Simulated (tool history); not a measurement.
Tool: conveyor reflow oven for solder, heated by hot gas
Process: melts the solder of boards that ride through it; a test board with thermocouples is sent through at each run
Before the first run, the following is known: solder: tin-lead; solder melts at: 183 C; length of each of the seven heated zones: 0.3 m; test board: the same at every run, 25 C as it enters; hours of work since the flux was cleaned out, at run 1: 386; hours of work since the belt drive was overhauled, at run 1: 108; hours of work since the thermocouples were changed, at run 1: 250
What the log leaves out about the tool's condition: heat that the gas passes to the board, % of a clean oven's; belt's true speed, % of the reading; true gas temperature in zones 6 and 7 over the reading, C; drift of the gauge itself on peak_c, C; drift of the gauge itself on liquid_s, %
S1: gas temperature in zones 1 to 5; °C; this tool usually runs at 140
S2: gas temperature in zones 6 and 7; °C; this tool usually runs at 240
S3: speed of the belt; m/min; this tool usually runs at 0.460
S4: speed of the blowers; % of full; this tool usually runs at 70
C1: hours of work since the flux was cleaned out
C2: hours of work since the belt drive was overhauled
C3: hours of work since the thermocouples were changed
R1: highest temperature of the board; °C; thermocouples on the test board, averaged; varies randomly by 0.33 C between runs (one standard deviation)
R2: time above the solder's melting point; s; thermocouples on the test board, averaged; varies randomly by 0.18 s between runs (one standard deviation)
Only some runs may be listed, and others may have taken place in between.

Run 1, hour 0.0: usual settings; C1 386; C2 108; C3 250. Result: R1 226.5 °C, R2 67.2 s.
Run 2, hour 9.9: usual settings; C1 391; C2 114; C3 255. Result: R1 226.9 °C, R2 67.1 s.
Run 3, hour 17.2: usual settings; C1 395; C2 118; C3 260. Result: R1 226.7 °C, R2 67.0 s.
Run 4, hour 28.9: usual settings but S2 241 °C; C1 402; C2 125; C3 266. Result: R1 227.4 °C, R2 67.4 s.
Run 5, hour 41.3: usual settings; C1 409; C2 132; C3 273. Result: R1 226.5 °C, R2 66.9 s.
Run 6, hour 50.1: usual settings but S4 55 % of full; C1 414; C2 137; C3 278. Result: R1 223.6 °C, R2 64.4 s.
Run 7, hour 59.5: usual settings; C1 420; C2 142; C3 284. Result: R1 226.5 °C, R2 66.7 s.
Run 8, hour 67.4: usual settings but S2 229 °C; C1 424; C2 147; C3 288. Result: R1 215.8 °C, R2 60.1 s.
Run 9, hour 74.5: usual settings but S2 229 °C; C1 428; C2 151; C3 292. Result: R1 216.1 °C, R2 60.0 s.
Run 10, hour 84.1: usual settings but S2 229 °C; C1 434; C2 156; C3 298. Result: R1 217.1 °C, R2 60.0 s.
At hour 97.7: flux residue cleaned out of gas plates and filters.
Run 11, hour 103.0: usual settings but S2 229 °C; C1 3; C2 164; C3 306. Result: R1 218.5 °C, R2 62.4 s.
Run 12, hour 116.3: usual settings but S2 229 °C; C1 11; C2 172; C3 313. Result: R1 218.4 °C, R2 62.7 s.
Run 13, hour 122.9: usual settings but S3 0.433 m/min, S4 76 % of full; C1 14; C2 176; C3 317. Result: R1 231.0 °C, R2 74.0 s.
Run 14, hour 135.1: usual settings but S3 0.433 m/min, S4 76 % of full; C1 21; C2 183; C3 324. Result: R1 231.1 °C, R2 74.6 s.
Run 15, hour 141.2: usual settings but S3 0.433 m/min, S4 76 % of full; C1 25; C2 186; C3 328. Result: R1 231.0 °C, R2 74.1 s.
Run 16, hour 153.3: usual settings but S3 0.433 m/min, S4 76 % of full; C1 32; C2 193; C3 335. Result: R1 231.2 °C, R2 74.2 s.
Run 17, hour 165.1: usual settings but S3 0.433 m/min, S4 76 % of full; C1 39; C2 200; C3 341. Result: R1 231.4 °C, R2 73.8 s.
Run 18, hour 177.1: usual settings but S1 129 °C, S2 237 °C, S3 0.413 m/min, S4 69 % of full; C1 45; C2 207; C3 348. Result: R1 227.3 °C, R2 71.8 s.
Run 19, hour 183.5: usual settings but S1 143 °C, S2 237 °C, S3 0.404 m/min, S4 69 % of full; C1 49; C2 210; C3 352. Result: R1 228.5 °C, R2 79.2 s.
Run 20, hour 197.3: usual settings but S1 143 °C, S2 237 °C, S3 0.404 m/min, S4 69 % of full; C1 57; C2 218; C3 360. Result: R1 229.0 °C, R2 79.4 s.
Run 21, hour 211.5: usual settings but S1 143 °C, S2 237 °C, S3 0.404 m/min, S4 69 % of full; C1 65; C2 226; C3 368. Result: R1 228.2 °C, R2 79.4 s.
Run 22, hour 220.2: usual settings but S1 143 °C, S2 237 °C, S3 0.404 m/min, S4 69 % of full; C1 70; C2 231; C3 373. Result: R1 228.7 °C, R2 79.2 s.

What if the next run were any one of these 5? Each begins from the tool's condition after run 22:
Run A, hour 229.5: usual settings but S2 230 °C, S3 0.396 m/min, S4 58 % of full; C1 75; C2 237; C3 378. Result: R1 ?, R2 ?.
Run B, hour 229.5: usual settings but S2 250 °C; C1 75; C2 237; C3 378. Result: R1 ?, R2 ?.
Run C, hour 229.5: usual settings but S2 230 °C, S3 0.404 m/min, S4 51 % of full; C1 75; C2 237; C3 378. Result: R1 ?, R2 ?.
Run D, hour 229.5: usual settings but S1 143 °C, S2 237 °C, S3 0.514 m/min, S4 54 % of full; C1 75; C2 237; C3 378. Result: R1 ?, R2 ?.
Run E, hour 229.5: usual settings but S1 144 °C, S3 0.440 m/min; C1 75; C2 237; C3 378. Result: R1 ?, R2 ?.

run     R1    R2
  A  220.1  74.1
  B  237.5  72.8
  C  218.7  71.0
  D  219.0  56.0
  E  229.8  73.5
The same runs, with their run-to-run variation unchanged, on a tool lacking any hidden condition would have given:
run     R1    R2
  A  221.4  74.8
  B  239.0  73.0
  C  219.9  71.7
  D  220.4  56.7
  E  231.2  73.9

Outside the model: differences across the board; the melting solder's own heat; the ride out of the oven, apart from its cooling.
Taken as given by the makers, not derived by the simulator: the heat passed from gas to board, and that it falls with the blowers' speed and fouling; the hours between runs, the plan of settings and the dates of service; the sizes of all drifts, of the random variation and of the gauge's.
